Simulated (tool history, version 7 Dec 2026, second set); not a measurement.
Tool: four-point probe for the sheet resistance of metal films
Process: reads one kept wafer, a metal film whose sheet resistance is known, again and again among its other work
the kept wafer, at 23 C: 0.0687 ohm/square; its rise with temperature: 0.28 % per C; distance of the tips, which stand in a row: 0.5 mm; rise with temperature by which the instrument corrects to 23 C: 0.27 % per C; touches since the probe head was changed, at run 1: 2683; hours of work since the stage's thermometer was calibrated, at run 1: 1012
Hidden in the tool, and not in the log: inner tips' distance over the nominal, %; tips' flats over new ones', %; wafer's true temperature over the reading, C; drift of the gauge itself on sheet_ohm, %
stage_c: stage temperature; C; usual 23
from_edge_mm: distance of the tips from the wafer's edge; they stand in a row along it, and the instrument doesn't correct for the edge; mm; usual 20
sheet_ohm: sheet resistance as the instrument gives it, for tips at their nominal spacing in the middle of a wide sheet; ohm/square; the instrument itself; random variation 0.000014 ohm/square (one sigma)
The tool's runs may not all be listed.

| run | hour | stage_c | from_edge_mm | touches since the probe head was changed | hours of work since the stage's thermometer was calibrated | sheet_ohm |
|---|---|---|---|---|---|---|
| 1 | 0.0 | 23 | 20 | 2683 | 1012 | 0.068830 |
| 2 | 40.5 | 23 | 20 | 3230 | 1028 | 0.068837 |
| 3 | 66.4 | 23 | 20 | 3579 | 1039 | 0.068859 |
| 4 | 117.6 | 23 | 20 | 4272 | 1060 | 0.068844 |
| 5 | 167.8 | 23 | 20 | 4950 | 1081 | 0.068841 |
| 6 | 225.1 | 20 | 20 | 5724 | 1104 | 0.068821 |
| 7 | 251.4 | 20 | 20 | 6080 | 1115 | 0.068806 |
| 8 | 305.9 | 20 | 20 | 6816 | 1138 | 0.068814 |
| 9 | 357.3 | 20 | 20 | 7510 | 1159 | 0.068812 |
| 10 | 410.5 | 20 | 7 | 8230 | 1181 | 0.068980 |
| 11 | 438.1 | 20 | 7 | 8603 | 1192 | 0.068984 |
| 12 | 493.7 | 20 | 7 | 9354 | 1215 | 0.068985 |
| 13 | 528.7 | 30 | 20 | 9828 | 1229 | 0.068870 |
| 14 | 571.7 | 30 | 20 | 10408 | 1247 | 0.068866 |
| 15 | 633.8 | 30 | 20 | 11247 | 1272 | 0.068876 |
| 16 | 683.8 | 24 | 21 | 11923 | 1293 | 0.068807 |
| 17 | 729.6 | 31 | 13 | 12542 | 1312 | 0.068901 |
| 18 | 770.1 | 22 | 24 | 13089 | 1328 | 0.068819 |
| 19 | 824.8 | 29 | 33 | 13829 | 1351 | 0.068826 |
| 20 | 852.6 | 31 | 33 | 14203 | 1362 | 0.068834 |
| 21 | 895.7 | 22 | 57 | 14787 | 1380 | 0.068775 |
| 22 | 921.2 | 22 | 57 | 15131 | 1390 | 0.068814 |
| 23 | 980.1 | 18 | 35 | 15927 | 1415 | 0.068741 |
| 24 | 1024.0 | 23 | 10 | 16520 | 1433 | 0.068889 |
| 25 | 1072.7 | 23 | 10 | 17178 | 1453 | 0.068884 |
| 26 | 1097.9 | 28 | 17 | 17519 | 1463 | 0.068857 |
| 27 | 1132.4 | 28 | 17 | 17986 | 1477 | 0.068852 |
| 28 | 1173.9 | 23 | 15 | 18545 | 1494 | 0.068828 |
| 29 | 1200.0 | 22 | 5 | 18899 | 1505 | 0.069141 |

Forecast each of these 5 alternatives for the next run:
| A | 1258.4 | 21 | 11 | 19687 | 1529 | ? |
| B | 1258.4 | 22 | 4 | 19687 | 1529 | ? |
| C | 1258.4 | 34 | 9 | 19687 | 1529 | ? |
| D | 1258.4 | 20 | 43 | 19687 | 1529 | ? |
| E | 1258.4 | 29 | 20 | 19687 | 1529 | ? |

| run | sheet_ohm |
|---|---|
| A | 0.068830 |
| B | 0.069354 |
| C | 0.068947 |
| D | 0.068796 |
| E | 0.068849 |
Without the tool's hidden state the same runs would have given:
| run | sheet_ohm |
|---|---|
| A | 0.068746 |
| B | 0.069271 |
| C | 0.068865 |
| D | 0.068712 |
| E | 0.068767 |
